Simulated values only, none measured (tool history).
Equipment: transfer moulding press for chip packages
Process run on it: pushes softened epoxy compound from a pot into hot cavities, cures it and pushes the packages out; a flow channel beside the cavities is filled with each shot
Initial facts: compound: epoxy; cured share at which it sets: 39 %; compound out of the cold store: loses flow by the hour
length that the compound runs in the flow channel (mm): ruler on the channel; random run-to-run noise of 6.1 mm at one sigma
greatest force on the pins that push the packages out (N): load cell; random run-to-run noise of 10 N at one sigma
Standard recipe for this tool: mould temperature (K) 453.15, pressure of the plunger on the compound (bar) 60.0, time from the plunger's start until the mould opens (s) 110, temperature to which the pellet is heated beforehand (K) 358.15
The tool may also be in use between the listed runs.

run	hour	mould temperature (K)	pressure of the plunger on the compound (bar)	time from the plunger's start until the mould opens (s)	temperature to which the pellet is heated beforehand (K)	incoming compound's hours out of the cold store	length that the compound runs in the flow channel (mm)	greatest force on the pins that push the packages out (N)
1	0.0	453.15	60.0	110	358.15	44.5	629	454
# hour 43.9: plunger's sealing rings changed
2	47.4	453.15	60.0	110	358.15	39.0	627	448
3	115.4	453.15	60.0	110	358.15	10.4	708	473
# hour 138.9: cavities cleaned with cleaning compound and waxed
4	179.2	453.15	62.1	110	358.15	17.3	703	490
5	231.4	453.15	62.1	145	358.15	28.5	670	381
6	270.1	453.15	62.1	144	358.15	10.8	732	374

Run 7, settings as shown, results not yet in. Your forecast:
# hour 275.6: cavities cleaned with cleaning compound and waxed
7	303.9	453.15	60.0	110	358.15	10.4	?	?

length that the compound runs in the flow channel (mm): 716
greatest force on the pins that push the packages out (N): 490
On a tool with no hidden condition, and with the same random variation, this run would have come out at length that the compound runs in the flow channel (mm) 717, greatest force on the pins that push the packages out (N) 487.
